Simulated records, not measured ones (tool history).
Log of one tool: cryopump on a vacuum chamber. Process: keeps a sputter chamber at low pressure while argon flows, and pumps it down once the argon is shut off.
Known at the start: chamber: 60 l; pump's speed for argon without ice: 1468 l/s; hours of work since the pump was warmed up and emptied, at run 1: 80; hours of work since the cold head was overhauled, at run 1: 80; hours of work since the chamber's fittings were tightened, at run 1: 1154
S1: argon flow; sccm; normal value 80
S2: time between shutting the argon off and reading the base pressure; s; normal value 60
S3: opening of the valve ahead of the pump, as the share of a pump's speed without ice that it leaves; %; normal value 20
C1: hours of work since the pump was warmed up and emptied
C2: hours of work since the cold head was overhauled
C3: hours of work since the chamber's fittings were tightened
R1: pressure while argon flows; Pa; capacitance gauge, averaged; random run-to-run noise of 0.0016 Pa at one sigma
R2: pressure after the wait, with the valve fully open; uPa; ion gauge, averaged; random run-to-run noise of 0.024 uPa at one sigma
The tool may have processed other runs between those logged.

Run 1, hour 0.0: usual settings; C1 80; C2 80; C3 1154. Result: R1 0.4654 Pa, R2 1.94 uPa.
Run 2, hour 8.2: usual settings but S3 22 %; C1 88; C2 88; C3 1161. Result: R1 0.4239 Pa, R2 2.02 uPa.
Run 3, hour 24.0: usual settings but S2 112 s; C1 101; C2 101; C3 1175. Result: R1 0.4661 Pa, R2 1.68 uPa.
Run 4, hour 39.4: usual settings; C1 114; C2 114; C3 1188. Result: R1 0.4647 Pa, R2 1.99 uPa.
Run 5, hour 57.8: usual settings but S2 77 s; C1 130; C2 130; C3 1204. Result: R1 0.4651 Pa, R2 1.87 uPa.
Run 6, hour 70.7: usual settings but S1 41 sccm; C1 141; C2 141; C3 1215. Result: R1 0.2391 Pa, R2 2.03 uPa.
Run 7, hour 82.3: usual settings but S1 86 sccm, S3 54 %; C1 151; C2 151; C3 1225. Result: R1 0.1899 Pa, R2 2.02 uPa.
Run 8, hour 93.9: usual settings but S2 92 s, S3 18 %; C1 161; C2 161; C3 1235. Result: R1 0.5197 Pa, R2 1.82 uPa.
Run 9, hour 111.6: usual settings but S2 204 s, S3 18 %; C1 177; C2 177; C3 1250. Result: R1 0.5174 Pa, R2 1.63 uPa.
Run 10, hour 125.7: usual settings but S1 148 sccm, S2 26 s, S3 38 %; C1 189; C2 189; C3 1263. Result: R1 0.4607 Pa, R2 2.94 uPa.
Run 11, hour 134.2: usual settings but S1 104 sccm, S2 294 s, S3 37 %; C1 196; C2 196; C3 1270. Result: R1 0.3338 Pa, R2 1.57 uPa.
Run 12, hour 148.9: usual settings but S1 104 sccm, S2 294 s, S3 37 %; C1 209; C2 209; C3 1283. Result: R1 0.3341 Pa, R2 1.58 uPa.

What would each run have given without the hidden state, its run-to-run variation left as it was?
Hidden conditions of the tool in this case: pump's speed, % of a pump's without ice; cold plate's temperature, K; leak into the chamber, uPa l/s; drift of the gauge itself on working_pa, %; drift of the gauge itself on base_upa, %.
run      R1    R2
  1  0.4616  0.85
  2  0.4198  0.91
  3  0.4617  0.57
  4  0.4599  0.86
  5  0.4598  0.73
  6  0.2362  0.86
  7  0.1835  0.85
  8  0.5135  0.62
  9  0.5107  0.39
 10  0.4477  1.71
 11  0.3243  0.33
 12  0.3241  0.34

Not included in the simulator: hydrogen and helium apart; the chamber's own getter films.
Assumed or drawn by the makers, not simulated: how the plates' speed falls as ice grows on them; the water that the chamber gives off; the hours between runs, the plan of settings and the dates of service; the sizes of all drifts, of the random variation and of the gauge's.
